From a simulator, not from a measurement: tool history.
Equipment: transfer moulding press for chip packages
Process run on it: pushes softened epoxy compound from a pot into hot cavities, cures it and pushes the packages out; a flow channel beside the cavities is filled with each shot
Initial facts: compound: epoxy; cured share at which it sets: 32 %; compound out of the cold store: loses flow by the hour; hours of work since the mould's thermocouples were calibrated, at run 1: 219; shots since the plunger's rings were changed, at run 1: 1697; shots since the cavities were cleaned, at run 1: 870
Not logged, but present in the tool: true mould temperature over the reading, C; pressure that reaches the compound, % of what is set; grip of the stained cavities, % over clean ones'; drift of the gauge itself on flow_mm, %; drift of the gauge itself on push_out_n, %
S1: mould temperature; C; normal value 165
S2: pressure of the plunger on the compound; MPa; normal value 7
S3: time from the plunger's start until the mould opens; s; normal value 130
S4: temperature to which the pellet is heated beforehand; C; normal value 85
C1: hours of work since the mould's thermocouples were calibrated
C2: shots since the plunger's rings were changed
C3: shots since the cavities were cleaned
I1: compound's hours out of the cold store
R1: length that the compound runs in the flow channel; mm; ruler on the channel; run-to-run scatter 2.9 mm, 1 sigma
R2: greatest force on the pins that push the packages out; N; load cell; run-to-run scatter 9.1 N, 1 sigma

{"run": 1, "hour": 0.0, "S1": 165, "S2": 7, "S3": 130, "S4": 85, "C1": 219, "C2": 1697, "C3": 870, "I1": 27.8, "R1": 589, "R2": 688}
{"hour": 3.3, "done": "cavities cleaned with cleaning compound and waxed"}
{"run": 2, "hour": 16.6, "S1": 165, "S2": 7, "S3": 169, "S4": 85, "C1": 228, "C2": 1838, "C3": 125, "I1": 22.5, "R1": 616, "R2": 427}
{"run": 3, "hour": 25.7, "S1": 165, "S2": 7, "S3": 130, "S4": 85, "C1": 234, "C2": 1923, "C3": 210, "I1": 43.4, "R1": 530, "R2": 512}
{"run": 4, "hour": 33.1, "S1": 160, "S2": 7, "S3": 130, "S4": 85, "C1": 238, "C2": 1992, "C3": 279, "I1": 13.9, "R1": 668, "R2": 731}
{"run": 5, "hour": 43.3, "S1": 165, "S2": 5.71, "S3": 130, "S4": 85, "C1": 244, "C2": 2087, "C3": 374, "I1": 38.2, "R1": 494, "R2": 560}
{"run": 6, "hour": 57.7, "S1": 165, "S2": 5.71, "S3": 130, "S4": 85, "C1": 253, "C2": 2221, "C3": 508, "I1": 34.3, "R1": 512, "R2": 591}
{"run": 7, "hour": 65.1, "S1": 165, "S2": 5.71, "S3": 130, "S4": 85, "C1": 257, "C2": 2291, "C3": 578, "I1": 18.5, "R1": 570, "R2": 612}
{"run": 8, "hour": 73.9, "S1": 165, "S2": 5.71, "S3": 130, "S4": 85, "C1": 263, "C2": 2373, "C3": 660, "I1": 18.8, "R1": 569, "R2": 644}
{"run": 9, "hour": 80.6, "S1": 159, "S2": 5.71, "S3": 130, "S4": 85, "C1": 267, "C2": 2436, "C3": 723, "I1": 40.6, "R1": 501, "R2": 871}
{"run": 10, "hour": 94.1, "S1": 159, "S2": 5.71, "S3": 130, "S4": 85, "C1": 275, "C2": 2562, "C3": 849, "I1": 15.3, "R1": 599, "R2": 948}
{"hour": 100.5, "done": "cavities cleaned with cleaning compound and waxed"}
{"run": 11, "hour": 102.7, "S1": 165, "S2": 7, "S3": 130, "S4": 85, "C1": 279, "C2": 2628, "C3": 20, "I1": 16.4, "R1": 648, "R2": 463}
{"run": 12, "hour": 115.6, "S1": 170, "S2": 7, "S3": 130, "S4": 85, "C1": 287, "C2": 2748, "C3": 140, "I1": 31.4, "R1": 566, "R2": 442}
{"hour": 118.3, "done": "mould's thermocouples calibrated"}
{"run": 13, "hour": 127.0, "S1": 170, "S2": 7, "S3": 130, "S4": 85, "C1": 5, "C2": 2836, "C3": 228, "I1": 44.2, "R1": 519, "R2": 466}
{"run": 14, "hour": 142.1, "S1": 165, "S2": 5.76, "S3": 130, "S4": 85, "C1": 14, "C2": 2978, "C3": 370, "I1": 18.5, "R1": 570, "R2": 579}
{"run": 15, "hour": 154.1, "S1": 165, "S2": 5.76, "S3": 130, "S4": 85, "C1": 22, "C2": 3090, "C3": 482, "I1": 23.9, "R1": 548, "R2": 594}
{"hour": 157.0, "done": "mould's thermocouples calibrated, once more"}
{"run": 16, "hour": 169.2, "S1": 165, "S2": 5.64, "S3": 130, "S4": 77, "C1": 7, "C2": 3212, "C3": 604, "I1": 15.7, "R1": 572, "R2": 646}
{"run": 17, "hour": 184.2, "S1": 165, "S2": 5.64, "S3": 146, "S4": 79, "C1": 16, "C2": 3352, "C3": 744, "I1": 40.1, "R1": 481, "R2": 625}
{"run": 18, "hour": 191.8, "S1": 165, "S2": 7, "S3": 114, "S4": 83, "C1": 21, "C2": 3423, "C3": 815, "I1": 30.1, "R1": 577, "R2": 772}
{"hour": 200.9, "done": "cavities cleaned with cleaning compound and waxed"}
{"run": 19, "hour": 202.2, "S1": 172, "S2": 7.34, "S3": 130, "S4": 85, "C1": 26, "C2": 3506, "C3": 12, "I1": 30.2, "R1": 581, "R2": 376}
{"run": 20, "hour": 209.4, "S1": 171, "S2": 5.41, "S3": 162, "S4": 79, "C1": 31, "C2": 3573, "C3": 79, "I1": 23.3, "R1": 521, "R2": 392}
{"run": 21, "hour": 224.0, "S1": 171, "S2": 5.41, "S3": 162, "S4": 79, "C1": 39, "C2": 3710, "C3": 216, "I1": 10.4, "R1": 572, "R2": 470}
{"run": 22, "hour": 234.1, "S1": 171, "S2": 5.41, "S3": 162, "S4": 79, "C1": 45, "C2": 3804, "C3": 310, "I1": 40.8, "R1": 461, "R2": 491}
{"run": 23, "hour": 249.0, "S1": 164, "S2": 8.1, "S3": 126, "S4": 85, "C1": 54, "C2": 3944, "C3": 450, "I1": 23.8, "R1": 646, "R2": 662}
{"run": 24, "hour": 262.6, "S1": 164, "S2": 8.1, "S3": 126, "S4": 85, "C1": 63, "C2": 4071, "C3": 577, "I1": 11.2, "R1": 712, "R2": 687}
{"run": 25, "hour": 271.2, "S1": 169, "S2": 7.92, "S3": 126, "S4": 85, "C1": 68, "C2": 4151, "C3": 657, "I1": 27.3, "R1": 612, "R2": 573}
{"run": 26, "hour": 285.0, "S1": 165, "S2": 7, "S3": 130, "S4": 80, "C1": 76, "C2": 4280, "C3": 786, "I1": 27.6, "R1": 586, "R2": 675}
{"run": 27, "hour": 294.1, "S1": 165, "S2": 7.23, "S3": 130, "S4": 77, "C1": 82, "C2": 4365, "C3": 871, "I1": 39.3, "R1": 547, "R2": 691}
{"hour": 297.9, "done": "cavities cleaned with cleaning compound and waxed"}
{"hour": 308.2, "done": "plunger's sealing rings changed"}
{"run": 28, "hour": 308.2, "S1": 168, "S2": 6.64, "S3": 137, "S4": 81, "C1": 88, "C2": 0, "C3": 74, "I1": 47.8, "R1": 502, "R2": 424}
{"run": 29, "hour": 319.9, "S1": 168, "S2": 5.3, "S3": 130, "S4": 85, "C1": 95, "C2": 109, "C3": 183, "I1": 9.1, "R1": 586, "R2": 482}

Here are 4 independent what-if runs from the current tool condition. What would each one return?
{"run": "A", "hour": 330.0, "S1": 162, "S2": 5.89, "S3": 144, "S4": 85, "C1": 101, "C2": 203, "C3": 277, "I1": 22.8, "R1": "?", "R2": "?"}
{"run": "B", "hour": 330.0, "S1": 168, "S2": 8.21, "S3": 135, "S4": 85, "C1": 101, "C2": 203, "C3": 277, "I1": 20.9, "R1": "?", "R2": "?"}
{"run": "C", "hour": 330.0, "S1": 165, "S2": 7, "S3": 130, "S4": 85, "C1": 101, "C2": 203, "C3": 277, "I1": 17.8, "R1": "?", "R2": "?"}
{"run": "D", "hour": 330.0, "S1": 165, "S2": 6.17, "S3": 144, "S4": 85, "C1": 101, "C2": 203, "C3": 277, "I1": 11.5, "R1": "?", "R2": "?"}

run=A R1=573 R2=552
run=B R1=674 R2=492
run=C R1=643 R2=531
run=D R1=634 R2=510
Take away the tool's hidden state, keep each run's random variation, and the runs would have read:
run=A R1=574 R2=428
run=B R1=676 R2=379
run=C R1=645 R2=410
run=D R1=635 R2=394

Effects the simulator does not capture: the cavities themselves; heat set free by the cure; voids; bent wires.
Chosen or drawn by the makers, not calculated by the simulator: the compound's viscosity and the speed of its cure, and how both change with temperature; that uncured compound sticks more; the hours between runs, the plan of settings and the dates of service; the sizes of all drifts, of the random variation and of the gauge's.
